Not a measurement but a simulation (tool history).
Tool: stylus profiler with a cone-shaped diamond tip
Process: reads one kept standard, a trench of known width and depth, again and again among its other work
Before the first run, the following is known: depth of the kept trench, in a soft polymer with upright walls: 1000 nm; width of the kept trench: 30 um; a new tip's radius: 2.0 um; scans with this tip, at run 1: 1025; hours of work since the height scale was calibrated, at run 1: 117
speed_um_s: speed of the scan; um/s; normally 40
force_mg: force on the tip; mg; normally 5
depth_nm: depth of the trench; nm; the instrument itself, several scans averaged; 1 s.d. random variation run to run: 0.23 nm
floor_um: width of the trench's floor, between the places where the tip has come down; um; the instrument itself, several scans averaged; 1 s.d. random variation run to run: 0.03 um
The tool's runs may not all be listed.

run	day	speed_um_s	force_mg	scans with this tip	hours of work since the height scale was calibrated	depth_nm	floor_um
1	0	40	5	1025	117	1022.13	26.29
2	2.717	40	5	1362	156	1021.93	26.21
3	4.125	10	5	1537	176	1022.57	26.26
4	5.438	40	3.28	1700	195	1017.21	26.09
5	7.475	21	5	1953	224	1022.54	26.17
6	9.788	23	5	2240	256	1022.78	26.14
7	11.929	125	5	2505	287	1022.71	25.89
8	13.308	125	5	2676	306	1023.1	25.87
9	14.604	125	5	2837	325	1022.89	25.86
10	17.129	40	4.68	3150	361	1022.27	25.9
11	18.825	40	4.68	3361	385	1022.07	25.94
12	19.958	40	4.8	3502	401	1022.57	25.86
13	21.633	40	4.8	3709	425	1022.36	25.85
14	22.833	40	5	3859	442	1023.37	25.8
15	24.242	40	5	4034	462	1023.7	25.77
16	26.812	40	5	4352	498	1023.21	25.74
17	28.954	40	7.82	4618	529	1031.46	25.72
18	31.617	40	3.95	4949	567	1020.64	25.6
19	34.158	40	3.95	5264	603	1020.96	25.63
20	35.717	40	3.95	5458	625	1020.83	25.58
21	37.154	40	3.95	5636	645	1020.9	25.5
22	39.525	40	3.95	5930	679	1021.01	25.51
23	41.046	40	3.12	6119	701	1017.77	25.52
24	43.15	40	3.12	6380	731	1018.87	25.43
25	44.867	129	3.12	6593	755	1018.78	25.24
26	46.792	129	3.12	6832	782	1018.55	25.21
27	48.242	11	4.11	7012	803	1021.96	25.37
28	50.746	56	9.41	7323	838	1036.4	25.28
29	52.267	56	9.41	7511	860	1036.64	25.26
30	53.971	40	3.3	7723	884	1019.44	25.24
31	55.638	20	10.51	7930	908	1039.23	25.2
32	58.188	20	10.51	8246	944	1039.15	25.18
33	60.879	20	10.51	8580	982	1039.31	25.11
34	63.221	40	3.91	8871	1016	1022.33	25.04
35	65.217	40	3.91	9119	1044	1022.31	25.1
36	66.829	40	3.91	9319	1067	1022.37	24.95
37	69.396	48	11.52	9637	1103	1042.27	24.95
38	71.792	53	11.52	9934	1138	1042.29	24.87
39	73.738	88	12.33	10176	1165	1044.01	24.82
40	75.496	18	10.46	10394	1190	1040.24	24.84
41	77.038	140	2.11	10585	1212	1016.14	24.66
42	78.617	18	7.15	10782	1235	1032.16	24.81
43	80.733	125	5.17	11044	1265	1027.15	24.65
44	82.712	125	5.17	11290	1293	1026.96	24.64
45	84.912	105	6.93	11563	1324	1032.06	24.69

Subtracting, for every run, the result it would have given without the tool's unlogged condition from the measured result gives the following. The same run-to-run variation enters both numbers; the gauge's scatter may not:
Hidden state at play: radius of the tip, um; height scale over the true one, %; drift of the gauge itself on depth_nm, %; drift of the gauge itself on floor_um, %.
run	depth_nm	floor_um
1	+0.34	-0.17
2	+0.47	-0.25
3	+0.55	-0.27
4	+0.61	-0.3
5	+0.72	-0.34
6	+0.83	-0.4
7	+0.95	-0.44
8	+1.03	-0.47
9	+1.09	-0.5
10	+1.22	-0.56
11	+1.32	-0.6
12	+1.38	-0.62
13	+1.45	-0.65
14	+1.52	-0.67
15	+1.59	-0.71
16	+1.72	-0.75
17	+1.85	-0.8
18	+1.96	-0.85
19	+2.1	-0.89
20	+2.18	-0.92
21	+2.26	-0.94
22	+2.39	-0.99
23	+2.47	-1.02
24	+2.58	-1.06
25	+2.67	-1.1
26	+2.77	-1.12
27	+2.85	-1.15
28	+3.02	-1.2
29	+3.11	-1.23
30	+3.15	-1.26
31	+3.3	-1.29
32	+3.44	-1.33
33	+3.59	-1.38
34	+3.64	-1.43
35	+3.74	-1.46
36	+3.84	-1.49
37	+4.04	-1.53
38	+4.16	-1.58
39	+4.27	-1.6
40	+4.35	-1.64
41	+4.32	-1.66
42	+4.47	-1.68
43	+4.55	-1.73
44	+4.65	-1.75
45	+4.79	-1.79

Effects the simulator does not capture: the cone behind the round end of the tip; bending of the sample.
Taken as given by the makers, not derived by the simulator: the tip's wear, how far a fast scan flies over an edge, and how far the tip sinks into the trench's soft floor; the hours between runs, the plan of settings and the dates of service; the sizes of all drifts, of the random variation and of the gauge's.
